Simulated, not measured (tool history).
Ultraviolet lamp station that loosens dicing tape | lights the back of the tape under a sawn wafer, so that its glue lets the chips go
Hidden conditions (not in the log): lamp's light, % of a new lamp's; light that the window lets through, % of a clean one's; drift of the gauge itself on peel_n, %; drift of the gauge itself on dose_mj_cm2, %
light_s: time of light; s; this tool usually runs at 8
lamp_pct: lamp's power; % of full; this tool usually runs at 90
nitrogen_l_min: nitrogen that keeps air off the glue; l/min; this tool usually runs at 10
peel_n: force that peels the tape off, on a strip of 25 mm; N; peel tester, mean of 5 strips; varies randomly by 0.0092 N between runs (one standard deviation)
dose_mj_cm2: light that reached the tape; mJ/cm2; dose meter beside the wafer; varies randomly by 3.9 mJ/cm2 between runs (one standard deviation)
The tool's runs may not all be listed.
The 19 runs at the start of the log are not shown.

| run | hour | light_s | lamp_pct | nitrogen_l_min | hours of work of the lamp | hours of work since the window was cleaned | peel_n | dose_mj_cm2 |
|---|---|---|---|---|---|---|---|---|
| 20 | 1112.2 | 11 | 68 | 13 | 757 | 411 | 0.501 | 490 |
| 21 | 1191.6 | 6 | 68 | 13 | 810 | 465 | 1.241 | 260 |
| 22 | 1232.4 | 7 | 90 | 10 | 838 | 492 | 0.807 | 389 |
|  | 1240.4 | window cleaned of glue's vapour |
| 23 | 1312.8 | 7 | 96 | 18 | 891 | 49 | 0.415 | 488 |
| 24 | 1374.2 | 13 | 68 | 16 | 933 | 90 | 0.317 | 628 |
| 25 | 1430.5 | 10 | 65 | 4 | 970 | 128 | 1.142 | 449 |
| 26 | 1487.5 | 7 | 91 | 14 | 1009 | 166 | 0.586 | 428 |
| 27 | 1534.6 | 4 | 82 | 9 | 1041 | 198 | 1.61 | 217 |
| 28 | 1574.9 | 4 | 70 | 9 | 1068 | 225 | 1.914 | 183 |
| 29 | 1649 | 4 | 70 | 9 | 1118 | 275 | 1.939 | 179 |
| 30 | 1724.3 | 8 | 90 | 7 | 1168 | 326 | 0.876 | 438 |
| 31 | 1798 | 10 | 83 | 4 | 1218 | 375 | 0.997 | 486 |
| 32 | 1867.7 | 12 | 90 | 5 | 1265 | 422 | 0.618 | 620 |
| 33 | 1924.2 | 8 | 86 | 15 | 1303 | 460 | 0.695 | 388 |
|  | 1974.5 | window cleaned of glue's vapour |
| 34 | 2003.7 | 9 | 86 | 6 | 1356 | 20 | 0.767 | 500 |
| 35 | 2081.3 | 9 | 86 | 6 | 1408 | 72 | 0.813 | 481 |
| 36 | 2149.5 | 8 | 74 | 10 | 1454 | 118 | 0.87 | 360 |
| 37 | 2186.1 | 8 | 74 | 10 | 1479 | 142 | 0.92 | 357 |

Alternative continuations, all from the tool just after run 37; predict every row:
| A | 2222 | 8 | 91 | 10 | 1503 | 167 | ? | ? |
| B | 2222 | 7 | 74 | 10 | 1503 | 167 | ? | ? |
| C | 2222 | 8 | 74 | 9 | 1503 | 167 | ? | ? |
| D | 2222 | 5 | 99 | 7 | 1503 | 167 | ? | ? |
| E | 2222 | 8 | 90 | 3 | 1503 | 167 | ? | ? |

| run | peel_n | dose_mj_cm2 |
|---|---|---|
| A | 0.703 | 422 |
| B | 1.079 | 305 |
| C | 1.001 | 351 |
| D | 1.346 | 292 |
| E | 1.377 | 424 |
Had the tool no hidden state, the same runs would have come out as:
| run | peel_n | dose_mj_cm2 |
|---|---|---|
| A | 0.38 | 657 |
| B | 0.597 | 473 |
| C | 0.548 | 545 |
| D | 0.795 | 452 |
| E | 0.811 | 659 |
